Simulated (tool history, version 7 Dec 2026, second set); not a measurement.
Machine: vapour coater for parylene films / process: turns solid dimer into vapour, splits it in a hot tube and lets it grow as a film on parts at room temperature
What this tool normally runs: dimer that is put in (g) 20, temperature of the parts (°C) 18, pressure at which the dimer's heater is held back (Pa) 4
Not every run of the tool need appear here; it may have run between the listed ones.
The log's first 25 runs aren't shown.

| run | hour | dimer that is put in (g) | temperature of the parts (°C) | pressure at which the dimer's heater is held back (Pa) | hours of work since the trap's valve was overhauled | hours of work since the table's thermometer was calibrated | thickness of the film (µm) |
|---|---|---|---|---|---|---|---|
| 26 | 332 | 20 | 11 | 3.76 | 92 | 19 | 16.03 |
|  | 338.4 | table's thermometer calibrated, once more |
| 27 | 343.7 | 20 | 18 | 6.23 | 99 | 3 | 10.88 |
| 28 | 358.2 | 17 | 21 | 6.23 | 107 | 12 | 8.27 |
| 29 | 368.5 | 17 | 14 | 5.71 | 114 | 18 | 10.88 |
| 30 | 386.2 | 20 | 25 | 10.13 | 124 | 28 | 7.79 |
| 31 | 394.9 | 20 | 25 | 10.13 | 129 | 34 | 7.79 |
| 32 | 409.8 | 20 | 13 | 4 | 138 | 43 | 13.99 |
| 33 | 421.5 | 12 | 21 | 4 | 145 | 50 | 6.23 |

Branching from run 33: 5 alternative next runs. What would each branch give?
| A | 434.1 | 20 | 15 | 4 | 153 | 57 | ? |
| B | 434.1 | 12 | 21 | 3.98 | 153 | 57 | ? |
| C | 434.1 | 20 | 25 | 4 | 153 | 57 | ? |
| D | 434.1 | 35 | 13 | 9.6 | 153 | 57 | ? |
| E | 434.1 | 22 | 11 | 5.25 | 153 | 57 | ? |

| run | thickness of the film (µm) |
|---|---|
| A | 12.85 |
| B | 6.13 |
| C | 8.75 |
| D | 21.97 |
| E | 15.96 |
Without the tool's unlogged condition, the same runs would have read:
| run | thickness of the film (µm) |
|---|---|
| A | 13.17 |
| B | 6.28 |
| C | 8.96 |
| D | 22.52 |
| E | 16.36 |
